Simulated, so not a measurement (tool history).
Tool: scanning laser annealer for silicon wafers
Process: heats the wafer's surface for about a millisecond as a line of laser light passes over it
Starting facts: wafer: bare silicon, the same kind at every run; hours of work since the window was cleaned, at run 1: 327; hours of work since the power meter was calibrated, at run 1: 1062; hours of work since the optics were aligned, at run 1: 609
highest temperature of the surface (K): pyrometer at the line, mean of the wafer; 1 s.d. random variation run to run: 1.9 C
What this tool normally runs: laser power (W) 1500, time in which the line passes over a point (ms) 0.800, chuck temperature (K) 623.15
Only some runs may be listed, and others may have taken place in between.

run   hour  laser power (W)  time in which the line passes over a point (ms)  chuck temperature (K)  hours of work since the window was cleaned  hours of work since the power meter was calibrated  hours of work since the optics were aligned  highest temperature of the surface (K)
  1    0.0             1500                                            0.800                 623.15                                         327                                                1062                                          609                                 1324.15
  2   36.2             1500                                            0.800                 623.15                                         352                                                1087                                          635                                 1325.15
  3  106.3             1500                                            0.800                 623.15                                         402                                                1137                                          684                                 1312.15
     140.0  -- window over the wafer cleaned
  4  148.6             1569                                            0.800                 623.15                                           6                                                1165                                          713                                 1404.15
  5  185.3             1569                                            0.800                 623.15                                          32                                                1191                                          738                                 1399.15
  6  246.0             1500                                            0.800                 623.15                                          75                                                1234                                          781                                 1346.15
  7  310.9             1500                                            0.800                 623.15                                         121                                                1280                                          827                                 1344.15
  8  341.6             1618                                            0.692                 635.15                                         142                                                1302                                          849                                 1363.15
  9  406.3             1597                                            0.799                 628.15                                         188                                                1347                                          895                                 1395.15

Estimate the outcome of run 10 from the log above:
     413.6  -- laser's power meter calibrated
 10  461.2             1597                                            0.799                 628.15                                         225                                                  34                                          931                                       ?

{"run 10": {"highest temperature of the surface (K)": 1388.15}}
Without the tool's hidden state the same run would have given highest temperature of the surface (K) 1448.15.
